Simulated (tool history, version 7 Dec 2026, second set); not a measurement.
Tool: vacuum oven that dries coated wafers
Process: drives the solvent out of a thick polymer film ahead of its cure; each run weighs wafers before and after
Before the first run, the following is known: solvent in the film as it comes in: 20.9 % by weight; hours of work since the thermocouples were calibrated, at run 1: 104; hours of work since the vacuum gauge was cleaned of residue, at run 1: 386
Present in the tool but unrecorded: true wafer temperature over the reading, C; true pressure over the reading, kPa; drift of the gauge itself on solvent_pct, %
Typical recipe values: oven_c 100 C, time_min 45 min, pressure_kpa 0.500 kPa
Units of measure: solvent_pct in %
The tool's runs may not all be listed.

| run | day | oven_c | time_min | pressure_kpa | hours of work since the thermocouples were calibrated | hours of work since the vacuum gauge was cleaned of residue | solvent_pct |
|---|---|---|---|---|---|---|---|
| 1 | 0.000 | 100 | 45 | 0.500 | 104 | 386 | 5.27 |
| 2 | 1.012 | 100 | 45 | 0.500 | 122 | 404 | 5.14 |
| 3 | 2.488 | 100 | 45 | 0.500 | 148 | 430 | 5.20 |
| 4 | 3.742 | 100 | 27 | 0.500 | 170 | 452 | 8.43 |
| 5 | 5.408 | 100 | 27 | 0.500 | 200 | 482 | 8.23 |
| 6 | 7.471 | 100 | 27 | 0.500 | 236 | 518 | 8.19 |
| 7 | 9.696 | 100 | 43 | 0.500 | 275 | 558 | 5.32 |
| 8 | 11.696 | 100 | 43 | 0.500 | 311 | 593 | 5.29 |
| 9 | 13.538 | 100 | 43 | 0.500 | 343 | 625 | 5.43 |
| 10 | 16.012 | 100 | 43 | 0.500 | 387 | 669 | 5.26 |
| 11 | 17.117 | 100 | 53 | 0.500 | 406 | 689 | 4.04 |
|  | 17.379 | oven's thermocouples calibrated |
| 12 | 18.446 | 100 | 53 | 0.500 | 19 | 711 | 3.97 |
| 13 | 20.646 | 100 | 53 | 0.500 | 58 | 749 | 3.93 |
| 14 | 22.800 | 115 | 33 | 0.359 | 96 | 787 | 1.73 |
| 15 | 24.125 | 108 | 45 | 0.500 | 119 | 811 | 2.14 |
| 16 | 25.675 | 112 | 45 | 0.438 | 146 | 838 | 1.28 |
| 17 | 27.250 | 100 | 45 | 0.514 | 174 | 866 | 4.87 |
|  | 28.333 | oven's thermocouples calibrated, once more |
| 18 | 29.158 | 106 | 26 | 0.466 | 15 | 898 | 6.17 |
| 19 | 30.350 | 106 | 23 | 0.604 | 36 | 919 | 6.92 |
| 20 | 32.300 | 108 | 45 | 0.500 | 70 | 954 | 2.52 |
| 21 | 33.938 | 108 | 53 | 0.500 | 99 | 982 | 1.80 |

What does the tool deliver on the next run?
| 22 | 35.017 | 108 | 53 | 0.500 | 118 | 1002 | ? |

solvent_pct: 1.77 %
Were there no unlogged condition in the tool, this run, its random variation unchanged, would have produced solvent_pct 1.75 %.
